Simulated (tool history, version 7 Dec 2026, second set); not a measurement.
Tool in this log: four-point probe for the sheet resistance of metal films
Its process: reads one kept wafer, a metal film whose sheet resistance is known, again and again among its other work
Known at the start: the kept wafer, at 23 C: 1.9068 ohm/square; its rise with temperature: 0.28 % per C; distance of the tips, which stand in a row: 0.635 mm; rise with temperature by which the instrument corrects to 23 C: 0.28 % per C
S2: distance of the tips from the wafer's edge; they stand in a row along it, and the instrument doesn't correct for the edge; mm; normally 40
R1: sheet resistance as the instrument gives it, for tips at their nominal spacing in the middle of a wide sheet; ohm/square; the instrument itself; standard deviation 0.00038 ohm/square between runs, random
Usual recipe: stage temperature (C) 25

run 1 day=0.000 | stage_temperature_(C)=25 S2=40 | R1=1.901442
run 2 day=2.683 | stage_temperature_(C)=25 S2=40 | R1=1.900906
run 3 day=4.125 | stage_temperature_(C)=25 S2=40 | R1=1.900593
run 4 day=6.254 | stage_temperature_(C)=25 S2=40 | R1=1.900603
run 5 day=8.700 | stage_temperature_(C)=25 S2=40 | R1=1.900135
run 6 day=10.038 | stage_temperature_(C)=25 S2=44 | R1=1.899961
run 7 day=12.346 | stage_temperature_(C)=25 S2=16 | R1=1.901001
run 8 day=15.162 | stage_temperature_(C)=34 S2=6 | R1=1.911597
run 9 day=16.892 | stage_temperature_(C)=20 S2=65 | R1=1.897955
run 10 day=18.938 | stage_temperature_(C)=23 S2=3 | R1=1.943592
run 11 day=21.196 | stage_temperature_(C)=21 S2=40 | R1=1.898279
run 12 day=22.358 | stage_temperature_(C)=21 S2=40 | R1=1.898179
run 13 day=24.188 | stage_temperature_(C)=21 S2=40 | R1=1.898131

Consider 3 possible next runs. They are alternatives, not a sequence: every one starts from the tool as it was left by run 13. What does each give?
-- day=25.292 new probe head fitted
run A day=25.712 | stage_temperature_(C)=25 S2=7 | R1=?
-- day=25.292 new probe head fitted
run B day=25.712 | stage_temperature_(C)=26 S2=9 | R1=?
-- day=25.292 new probe head fitted
run C day=25.712 | stage_temperature_(C)=18 S2=4 | R1=?

run=A R1=1.914284
run=B R1=1.910882
run=C R1=1.930779
Had the tool no hidden state, the same runs would have come out as:
run=A R1=1.915350
run=B R1=1.911947
run=C R1=1.931846
